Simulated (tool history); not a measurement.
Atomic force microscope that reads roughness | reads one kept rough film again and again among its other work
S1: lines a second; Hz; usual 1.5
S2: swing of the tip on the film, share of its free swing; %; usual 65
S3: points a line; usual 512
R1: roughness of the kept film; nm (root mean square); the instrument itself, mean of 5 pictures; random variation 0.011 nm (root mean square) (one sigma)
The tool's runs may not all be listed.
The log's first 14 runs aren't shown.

-- hour=97.3 new tip fitted
run 15 hour=97.3 | S1=1.5 S2=65 S3=575 | R1=2.416
run 16 hour=101.6 | S1=1.5 S2=65 S3=303 | R1=2.243
run 17 hour=108.3 | S1=1.5 S2=65 S3=303 | R1=2.116
run 18 hour=115.1 | S1=1.5 S2=65 S3=512 | R1=2.041
run 19 hour=123.7 | S1=1.5 S2=65 S3=512 | R1=1.879
run 20 hour=128.4 | S1=0.86 S2=65 S3=512 | R1=1.847
run 21 hour=137.2 | S1=0.86 S2=65 S3=512 | R1=1.709
run 22 hour=146.5 | S1=1.5 S2=65 S3=512 | R1=1.543
run 23 hour=152.9 | S1=1.5 S2=65 S3=512 | R1=1.482
-- hour=157.4 new tip fitted
run 24 hour=157.7 | S1=1.5 S2=65 S3=512 | R1=2.386
run 25 hour=162 | S1=1.5 S2=65 S3=276 | R1=2.219
run 26 hour=167.4 | S1=3.54 S2=80 S3=664 | R1=1.705
run 27 hour=177.3 | S1=1.5 S2=65 S3=382 | R1=1.926
run 28 hour=185.6 | S1=1.97 S2=65 S3=374 | R1=1.738
run 29 hour=193.2 | S1=1.97 S2=65 S3=775 | R1=1.672
run 30 hour=202.6 | S1=2.07 S2=65 S3=512 | R1=1.54
run 31 hour=209.4 | S1=1.38 S2=65 S3=722 | R1=1.511

The next listed run, before its measurement:
run 32 hour=216.3 | S1=2.7 S2=87 S3=722 | R1=?

Run 32 gave R1 1.125 nm (root mean square).
Without the tool's hidden state the same run would have given R1 1.913 nm (root mean square).
